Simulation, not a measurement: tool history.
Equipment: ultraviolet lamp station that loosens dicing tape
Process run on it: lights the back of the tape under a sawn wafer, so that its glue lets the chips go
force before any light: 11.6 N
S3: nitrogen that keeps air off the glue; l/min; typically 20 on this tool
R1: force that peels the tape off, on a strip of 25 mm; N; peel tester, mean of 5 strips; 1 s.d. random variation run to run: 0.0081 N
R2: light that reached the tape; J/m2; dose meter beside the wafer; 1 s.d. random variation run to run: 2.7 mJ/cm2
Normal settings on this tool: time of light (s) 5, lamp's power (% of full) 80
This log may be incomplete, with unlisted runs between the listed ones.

{"run": 1, "day": 0.0, "time of light (s)": 5, "lamp's power (% of full)": 80, "S3": 20, "R1": 0.421, "R2": 3420}
{"run": 2, "day": 0.496, "time of light (s)": 5, "lamp's power (% of full)": 80, "S3": 20, "R1": 0.436, "R2": 3300}
{"run": 3, "day": 1.05, "time of light (s)": 5, "lamp's power (% of full)": 80, "S3": 20, "R1": 0.44, "R2": 3370}
{"run": 4, "day": 1.812, "time of light (s)": 5, "lamp's power (% of full)": 80, "S3": 20, "R1": 0.468, "R2": 3340}
{"run": 5, "day": 2.704, "time of light (s)": 5, "lamp's power (% of full)": 80, "S3": 20, "R1": 0.482, "R2": 3300}
{"run": 6, "day": 3.608, "time of light (s)": 5, "lamp's power (% of full)": 80, "S3": 20, "R1": 0.477, "R2": 3260}
{"run": 7, "day": 4.483, "time of light (s)": 5, "lamp's power (% of full)": 80, "S3": 20, "R1": 0.47, "R2": 3250}
{"run": 8, "day": 5.0, "time of light (s)": 3, "lamp's power (% of full)": 80, "S3": 20, "R1": 1.68, "R2": 1920}
{"run": 9, "day": 5.446, "time of light (s)": 3, "lamp's power (% of full)": 80, "S3": 20, "R1": 1.697, "R2": 1950}
{"run": 10, "day": 6.004, "time of light (s)": 3, "lamp's power (% of full)": 80, "S3": 20, "R1": 1.706, "R2": 1920}
{"run": 11, "day": 6.758, "time of light (s)": 3, "lamp's power (% of full)": 98, "S3": 8, "R1": 1.973, "R2": 2320}
{"run": 12, "day": 7.738, "time of light (s)": 5, "lamp's power (% of full)": 62, "S3": 17, "R1": 1.122, "R2": 2460}
{"run": 13, "day": 8.329, "time of light (s)": 5, "lamp's power (% of full)": 61, "S3": 29, "R1": 0.846, "R2": 2370}
{"run": 14, "day": 9.179, "time of light (s)": 5, "lamp's power (% of full)": 61, "S3": 29, "R1": 0.859, "R2": 2390}
{"run": 15, "day": 9.7, "time of light (s)": 4, "lamp's power (% of full)": 93, "S3": 10, "R1": 1.124, "R2": 2880}
{"run": 16, "day": 10.525, "time of light (s)": 4, "lamp's power (% of full)": 68, "S3": 15, "R1": 1.639, "R2": 2080}
{"run": 17, "day": 11.358, "time of light (s)": 3, "lamp's power (% of full)": 96, "S3": 13, "R1": 1.666, "R2": 2190}
{"run": 18, "day": 11.817, "time of light (s)": 4, "lamp's power (% of full)": 80, "S3": 17, "R1": 1.134, "R2": 2440}
{"run": 19, "day": 12.6, "time of light (s)": 2, "lamp's power (% of full)": 80, "S3": 7, "R1": 4.689, "R2": 1190}
{"run": 20, "day": 13.088, "time of light (s)": 2, "lamp's power (% of full)": 80, "S3": 7, "R1": 4.734, "R2": 1210}

4 ways to go on from here, each from the tool as it stands after run 20. What would each give?
{"run": "A", "day": 13.525, "time of light (s)": 2, "lamp's power (% of full)": 80, "S3": 16, "R1": "?", "R2": "?"}
{"run": "B", "day": 13.525, "time of light (s)": 2, "lamp's power (% of full)": 78, "S3": 21, "R1": "?", "R2": "?"}
{"run": "C", "day": 13.525, "time of light (s)": 3, "lamp's power (% of full)": 69, "S3": 16, "R1": "?", "R2": "?"}
{"run": "D", "day": 13.525, "time of light (s)": 4, "lamp's power (% of full)": 67, "S3": 8, "R1": "?", "R2": "?"}

run=A R1=3.743 R2=1230
run=B R1=3.448 R2=1170
run=C R1=2.739 R2=1510
run=D R1=2.509 R2=2010
Had the tool no hidden state, the same runs would have come out as:
run=A R1=2.794 R2=1540
run=B R1=2.536 R2=1470
run=C R1=1.887 R2=1910
run=D R1=1.706 R2=2530

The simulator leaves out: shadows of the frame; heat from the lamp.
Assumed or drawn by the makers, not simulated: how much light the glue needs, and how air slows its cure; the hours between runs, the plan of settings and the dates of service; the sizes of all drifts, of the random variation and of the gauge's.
